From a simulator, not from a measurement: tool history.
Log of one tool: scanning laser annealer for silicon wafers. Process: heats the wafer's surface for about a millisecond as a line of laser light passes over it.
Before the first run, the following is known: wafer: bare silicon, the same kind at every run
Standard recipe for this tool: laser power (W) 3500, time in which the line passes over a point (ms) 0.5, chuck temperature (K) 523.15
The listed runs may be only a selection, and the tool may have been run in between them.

run	day	laser power (W)	time in which the line passes over a point (ms)	chuck temperature (K)	highest temperature of the surface (K)
1	0	3500	0.5	523.15	1296.15
# day 0.767: window over the wafer cleaned
2	1.196	3500	0.5	523.15	1341.15
3	2.792	3364	0.5	523.15	1306.15
# day 3.671: optics aligned, line set to its width
4	4.904	3364	0.5	523.15	1323.15
5	6.092	3364	0.5	523.15	1320.15
6	7.675	3500	0.5	523.15	1349.15
7	9.521	3500	0.5	523.15	1346.15
8	11.979	3500	0.5	523.15	1342.15
9	14.225	3500	0.5	523.15	1340.15
10	15.696	3500	0.5	523.15	1340.15
11	17.012	3500	0.5	523.15	1338.15
12	19.538	3500	0.5	523.15	1336.15
13	20.742	3500	0.5	505.15	1314.15
14	22.983	3568	0.415	505.15	1252.15
15	25.442	3568	0.415	505.15	1247.15
16	26.583	3303	0.409	522.15	1201.15
17	28.325	3211	0.425	514.15	1188.15
18	30.167	3500	0.5	528.15	1329.15
19	31.708	3500	0.5	528.15	1326.15
20	33.133	3014	0.576	506.15	1255.15
21	35.821	3014	0.596	491.15	1252.15
22	37.992	3014	0.596	491.15	1250.15
23	39.671	3500	0.456	553.15	1307.15
24	42.188	3500	0.38	534.15	1210.15
25	44.325	3051	0.446	517.15	1163.15

Each row is a separate what-if for the run after 25, all from the same tool condition, not one after another. Results?
A	46.238	3105	0.506	490.15	?
B	46.238	3051	0.619	530.15	?
C	46.238	3357	0.5	552.15	?
D	46.238	3500	0.47	523.15	?

run	highest temperature of the surface (K)
A	1194.15
B	1305.15
C	1304.15
D	1281.15
Had the tool no hidden state, the same runs would have come out as:
run	highest temperature of the surface (K)
A	1235.15
B	1350.15
C	1348.15
D	1325.15
